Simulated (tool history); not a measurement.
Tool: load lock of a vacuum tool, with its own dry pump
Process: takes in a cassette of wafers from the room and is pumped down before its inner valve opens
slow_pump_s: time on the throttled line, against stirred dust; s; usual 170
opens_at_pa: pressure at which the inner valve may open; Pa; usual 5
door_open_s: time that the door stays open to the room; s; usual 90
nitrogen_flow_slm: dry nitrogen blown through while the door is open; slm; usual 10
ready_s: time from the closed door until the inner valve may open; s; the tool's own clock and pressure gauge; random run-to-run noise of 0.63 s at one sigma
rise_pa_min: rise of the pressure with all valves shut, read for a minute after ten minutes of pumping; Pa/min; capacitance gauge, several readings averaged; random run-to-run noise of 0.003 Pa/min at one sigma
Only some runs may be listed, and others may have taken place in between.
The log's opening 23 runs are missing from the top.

run,hour,slow_pump_s,opens_at_pa,door_open_s,nitrogen_flow_slm,hours that the pump has run since its overhaul,times that the door has closed on its seal,"incoming humidity of the room's air, %",ready_s,rise_pa_min
24,6542.7,170,8,90,10,16287,4383,45.2,234.7,0.056
25,6726.1,271,9,90,5,16471,4991,47.4,322.3,0.083
26,7020.5,249,4,90,10,16765,5967,45.5,309.8,0.063
27,7182.1,249,4,90,10,16927,6502,46.1,310.4,0.075
28,7367.9,170,5,178,10,17112,7118,45.1,239.3,0.085
29,7752.6,170,5,178,10,17497,8393,45.5,239.1,0.084
30,8091.4,172,6,108,5,17836,9516,46.6,239.6,0.106
31,8489.5,172,6,108,5,18234,10836,46.1,240.6,0.123
32,8788.9,172,5,108,5,18533,11828,43.6,242.7,0.119
33,9180.9,172,7,108,5,18925,13127,42.3,238.2,0.141
34,9516.5,172,7,108,5,19261,14240,48.2,240.2,0.149
35,9747.2,172,7,108,8,19492,15004,44.4,240.5,0.144

3 options for the next run, each taken on its own from the tool as it stands now. Forecast them:
A,9922.4,172,8,108,8,19667,15585,45.2,?,?
B,9922.4,172,7,70,18,19667,15585,42.7,?,?
C,9922.4,172,8,68,8,19667,15585,44.6,?,?

run,ready_s,rise_pa_min
A,237.9,0.148
B,238.4,0.123
C,237.2,0.135
Stripped of hidden state, with their random variation kept, the same runs would have yielded:
run,ready_s,rise_pa_min
A,228.0,0.054
B,228.4,0.028
C,227.3,0.043
